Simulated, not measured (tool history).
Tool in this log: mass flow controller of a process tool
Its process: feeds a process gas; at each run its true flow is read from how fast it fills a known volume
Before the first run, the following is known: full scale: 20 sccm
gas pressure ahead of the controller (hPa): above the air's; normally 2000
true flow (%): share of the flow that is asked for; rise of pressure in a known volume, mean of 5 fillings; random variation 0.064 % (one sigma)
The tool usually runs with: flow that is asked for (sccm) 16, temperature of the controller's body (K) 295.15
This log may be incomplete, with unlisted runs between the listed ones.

run,hour,flow that is asked for (sccm),gas pressure ahead of the controller (hPa),temperature of the controller's body (K),true flow (%)
1,0,16,2000,295.15,99.78
2,61.7,16,2000,295.15,99.85
3,127.1,16,2000,295.15,99.72
4,192.5,16,2000,295.15,99.79
5,257.5,16,2000,295.15,99.87
6,309.4,16,2000,295.15,99.77
7,365.5,9,2000,295.15,98.93
8,427.6,20,2000,295.15,100.24
9,464.2,20,2000,303.15,99.55
10,498.9,20,2000,303.15,99.57
11,538,20,2000,303.15,99.63
12,574,16,2000,307.15,98.71
# hour 580.3: controller's zero set anew
13,636.8,16,2000,307.15,98.74
14,695,16,2000,307.15,98.8
15,746.3,3,2000,295.15,97.23
16,824.9,3,2000,295.15,97.29
# hour 885.6: controller's zero set anew, once more
17,891,3,2000,310.15,96.84
18,950.8,3,2000,310.15,96.79
19,1020,3,2000,310.15,96.84
20,1076,4,2000,295.15,98.03
21,1119.1,16,2000,308.15,98.76
22,1152.8,16,1430,295.15,100.09
23,1190.7,16,1430,295.15,100.3
24,1264.6,16,2760,295.15,99.2
25,1299.9,16,2760,295.15,99.26
26,1341.5,7,1540,302.15,98.46
27,1418.8,7,1540,302.15,98.31
28,1491.7,7,1540,302.15,98.4
29,1562.2,16,2700,295.15,99.26

What will run 30 give?
30,1613.5,16,1760,295.15,?

{"run 30": {"true flow (%)": 99.84}}
Without the tool's hidden state the same run would have given true flow (%) 99.84.
